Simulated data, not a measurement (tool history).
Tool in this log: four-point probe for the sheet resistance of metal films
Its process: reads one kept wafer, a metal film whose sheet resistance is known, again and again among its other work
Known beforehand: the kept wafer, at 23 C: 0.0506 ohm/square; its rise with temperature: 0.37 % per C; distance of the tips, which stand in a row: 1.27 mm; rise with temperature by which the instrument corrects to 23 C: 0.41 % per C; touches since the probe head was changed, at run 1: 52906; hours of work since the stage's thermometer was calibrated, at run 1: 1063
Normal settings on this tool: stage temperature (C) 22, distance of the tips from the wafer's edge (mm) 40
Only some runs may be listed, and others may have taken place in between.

| run | day | stage temperature (C) | distance of the tips from the wafer's edge (mm) | touches since the probe head was changed | hours of work since the stage's thermometer was calibrated | sheet resistance as the instrument gives it (ohm/square) |
|---|---|---|---|---|---|---|
| 1 | 0.000 | 22 | 40 | 52906 | 1063 | 0.050818 |
| 2 | 1.583 | 22 | 40 | 54625 | 1092 | 0.050829 |
| 3 | 3.521 | 22 | 40 | 56724 | 1128 | 0.050796 |
| 4 | 4.721 | 33 | 40 | 58026 | 1151 | 0.050610 |
| 5 | 6.179 | 33 | 40 | 59606 | 1178 | 0.050606 |
| 6 | 7.762 | 22 | 40 | 61325 | 1207 | 0.050803 |
| 7 | 10.225 | 30 | 40 | 63995 | 1253 | 0.050665 |
| 8 | 12.062 | 30 | 40 | 65988 | 1288 | 0.050645 |
| 9 | 14.167 | 30 | 40 | 68272 | 1327 | 0.050658 |
| 10 | 15.533 | 30 | 11 | 69751 | 1352 | 0.050989 |
| 11 | 16.888 | 30 | 24 | 71224 | 1378 | 0.050699 |
| 12 | 19.000 | 30 | 24 | 73511 | 1417 | 0.050708 |
| 13 | 20.300 | 30 | 24 | 74922 | 1441 | 0.050693 |
| 14 | 22.846 | 30 | 24 | 77685 | 1489 | 0.050704 |
| 15 | 24.675 | 30 | 24 | 79666 | 1523 | 0.050695 |
| 16 | 26.908 | 28 | 40 | 82090 | 1565 | 0.050689 |
| 17 | 28.088 | 28 | 40 | 83369 | 1587 | 0.050703 |
| 18 | 30.504 | 35 | 40 | 85988 | 1632 | 0.050552 |
| 19 | 32.700 | 35 | 40 | 88372 | 1673 | 0.050578 |

Run 20 comes next. What will it give?
| 20 | 34.017 | 23 | 17 | 89799 | 1697 | ? |

Run 20 produced sheet resistance as the instrument gives it (ohm/square) 0.050899.
Take away the tool's hidden state, keep the run-to-run variation as it was, and the same run would have given sheet resistance as the instrument gives it (ohm/square) 0.050753.
